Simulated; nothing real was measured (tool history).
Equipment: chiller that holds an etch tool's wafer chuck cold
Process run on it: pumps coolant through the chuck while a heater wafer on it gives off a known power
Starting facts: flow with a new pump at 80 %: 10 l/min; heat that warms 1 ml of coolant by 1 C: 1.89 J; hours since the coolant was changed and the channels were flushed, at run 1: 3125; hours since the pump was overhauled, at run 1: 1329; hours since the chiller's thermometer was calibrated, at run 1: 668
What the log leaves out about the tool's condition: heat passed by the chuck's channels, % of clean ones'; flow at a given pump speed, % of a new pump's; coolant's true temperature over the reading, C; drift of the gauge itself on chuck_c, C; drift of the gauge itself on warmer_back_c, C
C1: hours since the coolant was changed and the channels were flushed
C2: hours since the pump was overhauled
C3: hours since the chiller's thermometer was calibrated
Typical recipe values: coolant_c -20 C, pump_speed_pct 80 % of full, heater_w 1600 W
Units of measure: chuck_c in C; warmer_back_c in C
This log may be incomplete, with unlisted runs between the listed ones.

Run 1, hour 0.0: usual settings; C1 3125; C2 1329; C3 668. Result: chuck_c -4.9 C, warmer_back_c 5.21 C.
Run 2, hour 33.0: usual settings; C1 3158; C2 1362; C3 701. Result: chuck_c -5.0 C, warmer_back_c 5.17 C.
Run 3, hour 58.7: usual settings; C1 3183; C2 1388; C3 727. Result: chuck_c -4.9 C, warmer_back_c 5.14 C.
Run 4, hour 76.8: usual settings but pump_speed_pct 86 % of full; C1 3201; C2 1406; C3 745. Result: chuck_c -5.8 C, warmer_back_c 4.85 C.
Run 5, hour 96.9: usual settings but heater_w 1393 W; C1 3222; C2 1426; C3 765. Result: chuck_c -7.0 C, warmer_back_c 4.47 C.
Run 6, hour 119.5: usual settings but heater_w 1393 W; C1 3244; C2 1449; C3 787. Result: chuck_c -6.7 C, warmer_back_c 4.46 C.
Run 7, hour 147.0: usual settings but heater_w 1393 W; C1 3272; C2 1476; C3 815. Result: chuck_c -6.8 C, warmer_back_c 4.49 C.
Run 8, hour 183.3: usual settings but coolant_c -18 C, pump_speed_pct 64 % of full, heater_w 2168 W; C1 3308; C2 1512; C3 851. Result: chuck_c 6.2 C, warmer_back_c 8.71 C.
Run 9, hour 210.6: usual settings but coolant_c -18 C, pump_speed_pct 64 % of full, heater_w 2168 W; C1 3335; C2 1540; C3 878. Result: chuck_c 6.2 C, warmer_back_c 8.74 C.
Run 10, hour 244.8: usual settings but coolant_c -28 C, pump_speed_pct 75 % of full, heater_w 2168 W; C1 3370; C2 1574; C3 913. Result: chuck_c -6.6 C, warmer_back_c 7.50 C.
Run 11, hour 270.1: usual settings but coolant_c -28 C, pump_speed_pct 75 % of full, heater_w 2168 W; C1 3395; C2 1599; C3 938. Result: chuck_c -6.4 C, warmer_back_c 7.52 C.
Run 12, hour 295.2: usual settings but coolant_c -28 C, pump_speed_pct 75 % of full, heater_w 2168 W; C1 3420; C2 1624; C3 963. Result: chuck_c -6.3 C, warmer_back_c 7.46 C.

5 ways to go on from here, each from the tool as it stands after run 12. What would each give?
Run A, hour 333.7: usual settings but coolant_c -21 C, pump_speed_pct 61 % of full, heater_w 2043 W; C1 3458; C2 1663; C3 1002. Result: chuck_c ?, warmer_back_c ?.
Run B, hour 333.7: usual settings but coolant_c -13 C, pump_speed_pct 74 % of full, heater_w 2183 W; C1 3458; C2 1663; C3 1002. Result: chuck_c ?, warmer_back_c ?.
Run C, hour 333.7: usual settings but coolant_c -27 C, pump_speed_pct 64 % of full, heater_w 2168 W; C1 3458; C2 1663; C3 1002. Result: chuck_c ?, warmer_back_c ?.
Run D, hour 333.7: usual settings but coolant_c -28 C, pump_speed_pct 86 % of full, heater_w 1521 W; C1 3458; C2 1663; C3 1002. Result: chuck_c ?, warmer_back_c ?.
Run E, hour 333.7: usual settings but coolant_c -28 C, pump_speed_pct 62 % of full, heater_w 833 W; C1 3458; C2 1663; C3 1002. Result: chuck_c ?, warmer_back_c ?.

run  chuck_c  warmer_back_c
  A      2.6           8.71
  B      9.0           7.64
  C     -2.8           8.76
  D    -14.2           4.52
  E    -18.5           3.46
Without the tool's unlogged condition, the same runs would have read:
run  chuck_c  warmer_back_c
  A      1.6           8.52
  B      8.1           7.47
  C     -3.9           8.58
  D    -14.8           4.42
  E    -18.9           3.39

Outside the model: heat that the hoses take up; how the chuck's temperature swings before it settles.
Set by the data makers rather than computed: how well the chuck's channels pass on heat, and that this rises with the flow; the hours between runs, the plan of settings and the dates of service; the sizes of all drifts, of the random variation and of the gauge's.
